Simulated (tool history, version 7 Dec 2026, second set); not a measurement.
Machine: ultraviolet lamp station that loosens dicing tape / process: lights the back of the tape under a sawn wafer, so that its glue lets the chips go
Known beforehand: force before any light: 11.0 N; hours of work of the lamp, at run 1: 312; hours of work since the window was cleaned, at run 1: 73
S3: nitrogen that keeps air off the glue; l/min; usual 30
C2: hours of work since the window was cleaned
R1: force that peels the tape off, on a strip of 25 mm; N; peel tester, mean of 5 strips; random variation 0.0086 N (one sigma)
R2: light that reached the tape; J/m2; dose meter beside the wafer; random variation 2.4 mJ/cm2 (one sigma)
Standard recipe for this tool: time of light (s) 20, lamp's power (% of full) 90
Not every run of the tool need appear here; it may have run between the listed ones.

{"run": 1, "day": 0.0, "time of light (s)": 20, "lamp's power (% of full)": 90, "S3": 30, "hours of work of the lamp": 312, "C2": 73, "R1": 0.514, "R2": 2340}
{"run": 2, "day": 0.3, "time of light (s)": 20, "lamp's power (% of full)": 90, "S3": 15, "hours of work of the lamp": 316, "C2": 77, "R1": 1.072, "R2": 2400}
{"run": 3, "day": 0.833, "time of light (s)": 11, "lamp's power (% of full)": 90, "S3": 30, "hours of work of the lamp": 323, "C2": 83, "R1": 1.909, "R2": 1290}
{"run": 4, "day": 1.467, "time of light (s)": 20, "lamp's power (% of full)": 98, "S3": 30, "hours of work of the lamp": 331, "C2": 92, "R1": 0.432, "R2": 2550}
{"run": 5, "day": 1.833, "time of light (s)": 20, "lamp's power (% of full)": 98, "S3": 30, "hours of work of the lamp": 336, "C2": 97, "R1": 0.425, "R2": 2520}
{"run": 6, "day": 2.467, "time of light (s)": 20, "lamp's power (% of full)": 98, "S3": 30, "hours of work of the lamp": 344, "C2": 105, "R1": 0.448, "R2": 2540}
{"run": 7, "day": 2.758, "time of light (s)": 20, "lamp's power (% of full)": 63, "S3": 30, "hours of work of the lamp": 348, "C2": 109, "R1": 1.229, "R2": 1600}
{"day": 2.838, "done": "window cleaned of glue's vapour"}
{"run": 8, "day": 3.362, "time of light (s)": 20, "lamp's power (% of full)": 63, "S3": 30, "hours of work of the lamp": 355, "C2": 7, "R1": 1.278, "R2": 1590}
{"day": 3.842, "done": "window cleaned of glue's vapour, once more"}
{"run": 9, "day": 3.842, "time of light (s)": 20, "lamp's power (% of full)": 90, "S3": 19, "hours of work of the lamp": 361, "C2": 0, "R1": 0.879, "R2": 2370}
{"run": 10, "day": 4.458, "time of light (s)": 32, "lamp's power (% of full)": 65, "S3": 51, "hours of work of the lamp": 369, "C2": 8, "R1": 0.242, "R2": 2690}
{"run": 11, "day": 4.888, "time of light (s)": 16, "lamp's power (% of full)": 85, "S3": 11, "hours of work of the lamp": 375, "C2": 14, "R1": 2.359, "R2": 1710}
{"run": 12, "day": 5.254, "time of light (s)": 10, "lamp's power (% of full)": 73, "S3": 11, "hours of work of the lamp": 380, "C2": 18, "R1": 4.816, "R2": 910}
{"run": 13, "day": 5.621, "time of light (s)": 10, "lamp's power (% of full)": 73, "S3": 11, "hours of work of the lamp": 384, "C2": 23, "R1": 4.672, "R2": 920}
{"run": 14, "day": 6.096, "time of light (s)": 10, "lamp's power (% of full)": 73, "S3": 11, "hours of work of the lamp": 391, "C2": 29, "R1": 4.842, "R2": 940}
{"run": 15, "day": 6.542, "time of light (s)": 14, "lamp's power (% of full)": 67, "S3": 11, "hours of work of the lamp": 396, "C2": 35, "R1": 3.812, "R2": 1190}
{"run": 16, "day": 6.875, "time of light (s)": 18, "lamp's power (% of full)": 90, "S3": 30, "hours of work of the lamp": 401, "C2": 40, "R1": 0.76, "R2": 2050}
{"run": 17, "day": 7.167, "time of light (s)": 33, "lamp's power (% of full)": 90, "S3": 30, "hours of work of the lamp": 405, "C2": 43, "R1": 0.183, "R2": 3750}

Each row is a separate what-if for the run after 17, all from the same tool condition, not one after another. Results?
{"run": "A", "day": 7.854, "time of light (s)": 17, "lamp's power (% of full)": 90, "S3": 30, "hours of work of the lamp": 414, "C2": 52, "R1": "?", "R2": "?"}
{"run": "B", "day": 7.854, "time of light (s)": 33, "lamp's power (% of full)": 65, "S3": 30, "hours of work of the lamp": 414, "C2": 52, "R1": "?", "R2": "?"}
{"run": "C", "day": 7.854, "time of light (s)": 26, "lamp's power (% of full)": 90, "S3": 30, "hours of work of the lamp": 414, "C2": 52, "R1": "?", "R2": "?"}
{"run": "D", "day": 7.854, "time of light (s)": 12, "lamp's power (% of full)": 94, "S3": 30, "hours of work of the lamp": 414, "C2": 52, "R1": "?", "R2": "?"}

run=A R1=0.885 R2=1930
run=B R1=0.366 R2=2690
run=C R1=0.299 R2=2880
run=D R1=1.605 R2=1430
Stripped of hidden state, with their random variation kept, the same runs would have yielded:
run=A R1=0.542 R2=2380
run=B R1=0.229 R2=3320
run=C R1=0.196 R2=3560
run=D R1=1.055 R2=1760
